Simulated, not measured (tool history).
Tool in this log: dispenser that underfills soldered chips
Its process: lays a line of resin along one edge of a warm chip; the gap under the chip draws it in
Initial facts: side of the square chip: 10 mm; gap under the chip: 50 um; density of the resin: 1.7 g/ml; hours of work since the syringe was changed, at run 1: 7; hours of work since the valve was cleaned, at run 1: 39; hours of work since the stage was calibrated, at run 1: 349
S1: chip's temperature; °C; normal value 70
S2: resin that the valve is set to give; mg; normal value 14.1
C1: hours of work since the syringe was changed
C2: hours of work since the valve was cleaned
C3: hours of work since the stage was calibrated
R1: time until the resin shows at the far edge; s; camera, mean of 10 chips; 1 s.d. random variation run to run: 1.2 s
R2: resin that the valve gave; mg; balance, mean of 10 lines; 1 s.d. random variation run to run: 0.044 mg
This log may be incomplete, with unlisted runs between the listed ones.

Run 1, hour 0: usual settings; C1 7; C2 39; C3 349. Result: R1 158.5 s, R2 13.87 mg.
At hour 4.4: new syringe of resin.
Run 2, hour 12.6: usual settings but S1 74 °C; C1 6; C2 49; C3 358. Result: R1 129.5 s, R2 13.7 mg.
At hour 19.1: new syringe of resin.
Run 3, hour 26.6: usual settings but S1 74 °C; C1 6; C2 59; C3 368. Result: R1 128.4 s, R2 13.64 mg.
At hour 33.7: new syringe of resin.
Run 4, hour 42.7: usual settings but S1 74 °C; C1 7; C2 71; C3 380. Result: R1 133.2 s, R2 13.57 mg.
At hour 48.1: new syringe of resin.
Run 5, hour 51.3: usual settings but S1 74 °C; C1 2; C2 77; C3 386. Result: R1 107.4 s, R2 13.47 mg.
Run 6, hour 58.2: usual settings but S1 74 °C, S2 12.3 mg; C1 8; C2 82; C3 391. Result: R1 143.7 s, R2 11.72 mg.
At hour 62.3: new syringe of resin.
Run 7, hour 67.5: usual settings; C1 4; C2 89; C3 398. Result: R1 133 s, R2 13.37 mg.
At hour 76.6: new syringe of resin.
Run 8, hour 78.5: usual settings; C1 1; C2 97; C3 406. Result: R1 117.5 s, R2 13.33 mg.
At hour 83.5: dispensing valve cleaned and set on the balance.
Run 9, hour 91: usual settings but S1 66 °C, S2 14.9 mg; C1 10; C2 6; C3 414. Result: R1 204.8 s, R2 14.91 mg.
At hour 92.3: new syringe of resin.
Run 10, hour 105.5: usual settings but S1 66 °C, S2 14.9 mg; C1 10; C2 16; C3 425. Result: R1 200.9 s, R2 14.72 mg.
At hour 106.7: new syringe of resin.
Run 11, hour 119.2: usual settings but S1 81 °C, S2 12.6 mg; C1 9; C2 26; C3 435. Result: R1 125.8 s, R2 12.37 mg.
At hour 121.4: new syringe of resin.
Run 12, hour 130.3: usual settings but S1 79 °C, S2 15.2 mg; C1 7; C2 34; C3 443. Result: R1 111.4 s, R2 14.9 mg.
At hour 136: new syringe of resin.
Run 13, hour 141.1: usual settings but S1 68 °C, S2 13 mg; C1 4; C2 42; C3 451. Result: R1 142.8 s, R2 12.61 mg.
At hour 150: new syringe of resin.
Run 14, hour 152.9: usual settings but S1 76 °C; C1 2; C2 50; C3 459. Result: R1 98.3 s, R2 13.7 mg.
Run 15, hour 161.6: usual settings but S1 74 °C, S2 12.5 mg; C1 9; C2 57; C3 466. Result: R1 149.2 s, R2 12.1 mg.
At hour 164.2: new syringe of resin.
Run 16, hour 176.2: usual settings but S1 72 °C, S2 16.1 mg; C1 9; C2 68; C3 476. Result: R1 155 s, R2 15.51 mg.

Below are 3 alternative next runs, each starting from the tool's condition after run 16. Predict each:
At hour 178.5: new syringe of resin.
Run A, hour 190.3: usual settings but S1 60 °C; C1 9; C2 78; C3 487. Result: R1 ?, R2 ?.
At hour 178.5: new syringe of resin.
Run B, hour 190.3: usual settings but S1 59 °C, S2 14.5 mg; C1 9; C2 78; C3 487. Result: R1 ?, R2 ?.
At hour 178.5: new syringe of resin.
Run C, hour 190.3: usual settings but S1 81 °C, S2 15.9 mg; C1 9; C2 78; C3 487. Result: R1 ?, R2 ?.

run     R1     R2
  A  234.8  13.47
  B  240.4  13.87
  C  117.9  15.24
With no hidden state in the tool, these same runs would have given:
run     R1     R2
  A  168.2  14.09
  B  172.3  14.51
  C   83.7  15.93
